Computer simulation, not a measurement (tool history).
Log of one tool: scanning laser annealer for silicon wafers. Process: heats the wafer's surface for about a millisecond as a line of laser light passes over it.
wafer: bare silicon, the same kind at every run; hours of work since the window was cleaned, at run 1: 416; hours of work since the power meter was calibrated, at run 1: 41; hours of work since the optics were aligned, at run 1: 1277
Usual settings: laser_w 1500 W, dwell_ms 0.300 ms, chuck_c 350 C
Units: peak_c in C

run	hour	laser_w	dwell_ms	chuck_c	hours of work since the window was cleaned	hours of work since the power meter was calibrated	hours of work since the optics were aligned	peak_c
1	0.0	1500	0.300	350	416	41	1277	1154
2	13.9	1500	0.300	350	424	50	1285	1159
3	24.6	1500	0.300	350	430	56	1292	1160
4	38.4	1500	0.300	350	439	65	1300	1159
5	46.4	1500	0.300	350	443	69	1305	1159
6	55.7	1500	0.300	350	449	75	1310	1155
7	64.6	1500	0.300	350	454	80	1316	1162
# hour 83.0: optics aligned, line set to its width
8	83.0	1500	0.300	350	462	88	0	1171
9	94.7	1500	0.300	350	469	95	7	1169
10	105.0	1500	0.300	323	475	101	13	1147
11	111.3	1392	0.300	323	479	105	17	1081
12	124.7	1392	0.300	323	487	113	25	1083
13	132.8	1392	0.300	323	492	118	30	1080
14	138.7	1392	0.300	323	496	122	33	1083
15	147.2	1392	0.212	323	501	127	38	967
16	159.1	1392	0.212	323	508	134	46	967
17	166.1	1392	0.212	323	512	138	50	967
18	177.2	1500	0.300	350	519	145	56	1166
19	191.0	1500	0.300	350	527	153	65	1169
20	202.5	1500	0.300	350	534	160	72	1167
21	214.4	1500	0.234	325	541	167	79	1051
22	221.9	1553	0.214	350	545	171	83	1073
23	231.8	1383	0.268	350	551	177	89	1059
24	240.6	1383	0.268	350	557	183	94	1059
25	247.0	1510	0.300	350	561	186	98	1173
26	254.9	1510	0.300	350	565	191	103	1171
27	261.4	1510	0.300	350	569	195	107	1171
28	272.1	1614	0.263	318	576	202	113	1147
29	284.4	1610	0.314	374	583	209	121	1271
30	292.1	1610	0.314	374	588	214	125	1274
31	306.1	1610	0.314	375	596	222	134	1272
32	315.9	1610	0.314	375	602	228	140	1274
33	329.1	1610	0.314	375	610	236	148	1272
34	334.9	1581	0.299	350	613	239	151	1213
35	347.8	1645	0.300	364	621	247	159	1260
36	357.3	1558	0.300	380	627	253	164	1226
37	367.3	1648	0.300	389	633	259	170	1289
38	375.9	1648	0.300	389	638	264	176	1289
39	388.1	1554	0.300	336	645	271	183	1181
40	396.4	1554	0.300	336	650	276	188	1180

How the hidden state differs across the entries between the runs, from the last listed run before each to the first after it:
Between runs 7 and 8: optics aligned, line set to its width (hour 83.0)
  light that passes the window, % of a clean one's: 98.73 -> 98.72; width of the line over the set one, %: 3.04 -> 0.08
  measured less the result without the state, peak_c: -26 -> -13 C
